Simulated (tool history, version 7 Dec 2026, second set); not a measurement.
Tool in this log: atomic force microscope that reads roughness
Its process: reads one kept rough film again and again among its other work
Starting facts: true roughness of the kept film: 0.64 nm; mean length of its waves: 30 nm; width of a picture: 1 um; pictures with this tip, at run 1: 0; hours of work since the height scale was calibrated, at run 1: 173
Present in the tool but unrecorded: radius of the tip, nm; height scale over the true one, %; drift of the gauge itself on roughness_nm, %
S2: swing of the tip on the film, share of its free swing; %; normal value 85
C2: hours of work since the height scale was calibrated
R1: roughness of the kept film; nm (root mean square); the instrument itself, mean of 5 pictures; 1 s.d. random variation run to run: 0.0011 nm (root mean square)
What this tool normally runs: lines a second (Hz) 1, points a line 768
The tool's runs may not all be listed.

{"run": 1, "hour": 0.0, "lines a second (Hz)": 1, "S2": 85, "points a line": 768, "pictures with this tip": 0, "C2": 173, "R1": 0.57}
{"run": 2, "hour": 16.1, "lines a second (Hz)": 1, "S2": 85, "points a line": 768, "pictures with this tip": 26, "C2": 180, "R1": 0.57}
{"run": 3, "hour": 27.7, "lines a second (Hz)": 1, "S2": 85, "points a line": 768, "pictures with this tip": 44, "C2": 186, "R1": 0.568}
{"run": 4, "hour": 38.4, "lines a second (Hz)": 1, "S2": 85, "points a line": 768, "pictures with this tip": 62, "C2": 191, "R1": 0.565}
{"run": 5, "hour": 58.3, "lines a second (Hz)": 2.71, "S2": 85, "points a line": 768, "pictures with this tip": 94, "C2": 200, "R1": 0.483}
{"run": 6, "hour": 69.7, "lines a second (Hz)": 1, "S2": 85, "points a line": 768, "pictures with this tip": 112, "C2": 206, "R1": 0.564}
{"run": 7, "hour": 86.6, "lines a second (Hz)": 1, "S2": 85, "points a line": 768, "pictures with this tip": 139, "C2": 214, "R1": 0.56}
{"hour": 93.9, "done": "new tip fitted"}
{"run": 8, "hour": 109.6, "lines a second (Hz)": 1, "S2": 85, "points a line": 768, "pictures with this tip": 25, "C2": 224, "R1": 0.569}
{"run": 9, "hour": 122.4, "lines a second (Hz)": 1, "S2": 62, "points a line": 768, "pictures with this tip": 46, "C2": 230, "R1": 0.611}
{"run": 10, "hour": 142.7, "lines a second (Hz)": 2.47, "S2": 56, "points a line": 261, "pictures with this tip": 79, "C2": 240, "R1": 0.587}
{"run": 11, "hour": 164.9, "lines a second (Hz)": 2.47, "S2": 56, "points a line": 261, "pictures with this tip": 114, "C2": 250, "R1": 0.586}
{"hour": 188.8, "done": "new tip fitted"}
{"run": 12, "hour": 189.5, "lines a second (Hz)": 2.47, "S2": 58, "points a line": 355, "pictures with this tip": 1, "C2": 262, "R1": 0.594}

Estimate the outcome of run 13 from the log above:
{"hour": 192.7, "done": "height scale calibrated on a step standard"}
{"run": 13, "hour": 213.7, "lines a second (Hz)": 0.63, "S2": 77, "points a line": 362, "pictures with this tip": 38, "C2": 10, "R1": "?"}

Run 13 yielded R1 0.599 nm (root mean square).
On a tool with no hidden condition, and with the same random variation, this run would have come out at R1 0.599 nm (root mean square).

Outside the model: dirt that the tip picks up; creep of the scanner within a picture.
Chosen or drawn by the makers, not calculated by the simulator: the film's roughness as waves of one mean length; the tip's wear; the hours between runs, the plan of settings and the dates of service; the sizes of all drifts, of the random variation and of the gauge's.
